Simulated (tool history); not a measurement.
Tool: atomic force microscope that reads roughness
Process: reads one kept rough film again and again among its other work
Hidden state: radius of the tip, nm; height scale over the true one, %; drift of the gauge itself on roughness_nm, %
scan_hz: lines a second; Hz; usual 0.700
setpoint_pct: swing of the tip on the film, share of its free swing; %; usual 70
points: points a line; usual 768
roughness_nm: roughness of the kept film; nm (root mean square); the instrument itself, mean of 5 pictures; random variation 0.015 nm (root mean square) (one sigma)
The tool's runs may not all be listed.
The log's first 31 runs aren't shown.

| run | day | scan_hz | setpoint_pct | points | pictures with this tip | hours of work since the height scale was calibrated | roughness_nm |
|---|---|---|---|---|---|---|---|
| 32 | 19.500 | 0.700 | 70 | 310 | 96 | 376 | 3.576 |
| 33 | 20.138 | 0.700 | 70 | 310 | 110 | 383 | 3.559 |
| 34 | 20.629 | 2.341 | 56 | 870 | 120 | 388 | 3.576 |
| 35 | 21.229 | 2.341 | 56 | 870 | 132 | 395 | 3.609 |
| 36 | 21.683 | 1.584 | 56 | 403 | 142 | 399 | 3.566 |
|  | 21.762 | new tip fitted |
| 37 | 22.221 | 0.700 | 69 | 308 | 10 | 405 | 3.570 |
| 38 | 22.854 | 1.762 | 58 | 768 | 23 | 412 | 3.640 |
| 39 | 23.446 | 0.983 | 63 | 762 | 35 | 418 | 3.619 |
| 40 | 23.800 | 0.689 | 56 | 768 | 43 | 422 | 3.656 |
| 41 | 24.354 | 3.442 | 74 | 877 | 54 | 428 | 3.382 |
| 42 | 25.021 | 0.967 | 57 | 877 | 68 | 435 | 3.624 |
| 43 | 25.367 | 0.967 | 67 | 920 | 75 | 439 | 3.595 |
| 44 | 25.900 | 0.700 | 59 | 836 | 87 | 445 | 3.653 |
| 45 | 26.488 | 0.700 | 59 | 341 | 99 | 451 | 3.618 |
| 46 | 27.200 | 0.751 | 70 | 768 | 114 | 459 | 3.633 |
| 47 | 27.771 | 0.751 | 70 | 768 | 126 | 465 | 3.595 |
| 48 | 28.233 | 0.751 | 70 | 768 | 135 | 470 | 3.593 |
|  | 28.604 | new tip fitted |
| 49 | 28.975 | 0.751 | 70 | 768 | 7 | 478 | 3.599 |
| 50 | 29.408 | 0.700 | 72 | 591 | 16 | 483 | 3.617 |
| 51 | 29.762 | 0.700 | 72 | 591 | 24 | 487 | 3.600 |
| 52 | 30.483 | 0.700 | 84 | 592 | 39 | 494 | 3.560 |
| 53 | 31.146 | 1.419 | 59 | 530 | 53 | 502 | 3.618 |

4 ways to go on from here, each from the tool as it stands after run 53. What would each give?
| A | 31.829 | 2.960 | 62 | 598 | 67 | 509 | ? |
| B | 31.829 | 1.259 | 59 | 530 | 67 | 509 | ? |
| C | 31.829 | 0.754 | 90 | 554 | 67 | 509 | ? |
| D | 31.829 | 0.924 | 70 | 713 | 67 | 509 | ? |

| run | roughness_nm |
|---|---|
| A | 3.550 |
| B | 3.627 |
| C | 3.497 |
| D | 3.584 |
Without the tool's hidden state the same runs would have given:
| run | roughness_nm |
|---|---|
| A | 3.556 |
| B | 3.634 |
| C | 3.504 |
| D | 3.590 |
